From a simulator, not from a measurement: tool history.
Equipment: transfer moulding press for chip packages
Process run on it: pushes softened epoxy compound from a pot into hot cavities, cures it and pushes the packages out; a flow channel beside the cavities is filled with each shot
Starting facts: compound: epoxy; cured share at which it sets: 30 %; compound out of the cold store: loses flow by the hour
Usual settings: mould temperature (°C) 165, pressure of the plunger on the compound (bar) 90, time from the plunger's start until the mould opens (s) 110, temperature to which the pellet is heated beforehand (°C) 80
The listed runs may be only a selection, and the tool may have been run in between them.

| run | hour | mould temperature (°C) | pressure of the plunger on the compound (bar) | time from the plunger's start until the mould opens (s) | temperature to which the pellet is heated beforehand (°C) | incoming compound's hours out of the cold store | length that the compound runs in the flow channel (mm) | greatest force on the pins that push the packages out (N) |
|---|---|---|---|---|---|---|---|---|
| 1 | 0 | 165 | 90 | 110 | 80 | 29.1 | 536 | 837 |
| 2 | 16.9 | 165 | 90 | 110 | 80 | 13.6 | 590 | 977 |
| 3 | 34.9 | 165 | 90 | 110 | 80 | 23.1 | 557 | 1015 |
|  | 49.9 | cavities cleaned with cleaning compound and waxed |
| 4 | 53.1 | 165 | 90 | 110 | 80 | 19.4 | 562 | 547 |
| 5 | 66.1 | 165 | 90 | 110 | 80 | 15.6 | 583 | 687 |
| 6 | 83.9 | 165 | 90 | 110 | 80 | 36 | 503 | 842 |
| 7 | 94 | 165 | 86.7 | 97 | 80 | 12.5 | 578 | 1124 |
| 8 | 112.5 | 165 | 90.5 | 96 | 73 | 36.2 | 505 | 1163 |
|  | 115.5 | mould's thermocouples calibrated |
|  | 135.1 | cavities cleaned with cleaning compound and waxed |
| 9 | 135.3 | 166 | 77.8 | 110 | 80 | 19.5 | 521 | 488 |
| 10 | 146.9 | 165 | 77.8 | 110 | 80 | 10.7 | 551 | 720 |
| 11 | 158.4 | 165 | 77.8 | 110 | 80 | 18.8 | 525 | 830 |

3 ways to go on from here, each from the tool as it stands after run 11. What would each give?
| A | 169.2 | 165 | 77.8 | 92 | 84 | 30.4 | ? | ? |
| B | 169.2 | 161 | 106.7 | 110 | 80 | 26.8 | ? | ? |
| C | 169.2 | 168 | 90 | 110 | 89 | 12.1 | ? | ? |

| run | length that the compound runs in the flow channel (mm) | greatest force on the pins that push the packages out (N) |
|---|---|---|
| A | 484 | 1138 |
| B | 591 | 1104 |
| C | 586 | 841 |
Had the tool no hidden state, the same runs would have come out as:
| run | length that the compound runs in the flow channel (mm) | greatest force on the pins that push the packages out (N) |
|---|---|---|
| A | 507 | 617 |
| B | 618 | 596 |
| C | 613 | 455 |

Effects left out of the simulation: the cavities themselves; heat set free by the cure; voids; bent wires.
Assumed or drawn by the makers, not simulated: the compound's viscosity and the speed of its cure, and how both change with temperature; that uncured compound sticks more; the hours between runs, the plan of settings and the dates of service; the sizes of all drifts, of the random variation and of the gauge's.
